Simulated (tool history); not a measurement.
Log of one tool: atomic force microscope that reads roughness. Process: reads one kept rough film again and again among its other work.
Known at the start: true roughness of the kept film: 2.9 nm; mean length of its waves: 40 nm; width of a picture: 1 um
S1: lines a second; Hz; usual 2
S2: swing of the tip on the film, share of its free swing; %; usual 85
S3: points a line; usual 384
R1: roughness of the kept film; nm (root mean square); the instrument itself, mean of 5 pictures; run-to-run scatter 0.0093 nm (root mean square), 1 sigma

run	hour	S1	S2	S3	R1
1	0	2	85	384	2.097
2	39	2	85	384	2.051
3	66.1	2	85	384	2.025
4	86.9	2	85	384	2.009
5	118.3	2	85	934	1.982
6	139.7	2	65	934	2.288
7	180.8	2	85	384	1.898
8	226.3	2	85	637	1.898
9	248.9	3.1	85	637	1.657
10	292.8	1.08	85	384	2.035
# hour 302: new tip fitted
11	323.7	1.08	85	384	2.284
12	370.9	1.08	85	478	2.242
13	413.7	1.08	85	478	2.192
14	440.1	1.08	85	478	2.156
15	460.2	1.08	85	478	2.147
16	506.6	1.08	85	596	2.106
17	536	1.08	85	330	2.066
18	577.5	1.08	85	257	2.025
# hour 605.5: new tip fitted
19	617.4	2	85	384	2.056
20	639.4	0.63	85	384	2.41
21	677.8	1	85	384	2.26
22	714.2	1	85	384	2.218
23	743	1	85	384	2.19
24	778	0.75	61	275	2.379
25	807.7	0.75	61	275	2.36
26	830	2.99	72	384	1.971
27	865.4	2.99	72	384	1.934
28	892.7	3.18	55	876	2.161
# hour 910.4: new tip fitted
29	937.8	0.69	85	551	2.387
30	976.3	0.69	85	551	2.348
31	1017.5	1.2	85	944	2.166
32	1045.1	2	57	384	2.345
33	1065.7	1.91	57	384	2.331
34	1102.3	1.92	59	453	2.272
35	1124.9	1.92	83	826	1.918
36	1146.8	2.72	64	302	2.101
37	1178.4	2.72	64	302	2.07
38	1207.9	2.72	64	302	2.053
# hour 1215.6: new tip fitted
39	1227.8	1.35	89	384	2.118
40	1269.5	1.76	71	345	2.277
41	1309.1	1.76	72	996	2.217
42	1356	3.16	80	944	1.821
43	1381	3.16	80	944	1.802
44	1418.7	2.34	80	831	1.909
45	1458.4	2	66	384	2.132
46	1486.5	3.16	79	331	1.731

The same runs without the tool's hidden state, with the same run-to-run variation:
The tool's hidden condition here consists of: radius of the tip, nm; height scale over the true one, %; drift of the gauge itself on roughness_nm, %.
run	R1
1	2.101
2	2.093
3	2.093
4	2.1
5	2.103
6	2.451
7	2.073
8	2.116
9	1.867
10	2.335
11	2.326
12	2.336
13	2.331
14	2.322
15	2.334
16	2.339
17	2.322
18	2.318
19	2.089
20	2.473
21	2.361
22	2.355
23	2.358
24	2.604
25	2.622
26	2.211
27	2.203
28	2.491
29	2.451
30	2.457
31	2.313
32	2.542
33	2.553
34	2.528
35	2.155
36	2.384
37	2.381
38	2.39
39	2.178
40	2.39
41	2.37
42	1.99
43	1.993
44	2.146
45	2.439
46	2.006

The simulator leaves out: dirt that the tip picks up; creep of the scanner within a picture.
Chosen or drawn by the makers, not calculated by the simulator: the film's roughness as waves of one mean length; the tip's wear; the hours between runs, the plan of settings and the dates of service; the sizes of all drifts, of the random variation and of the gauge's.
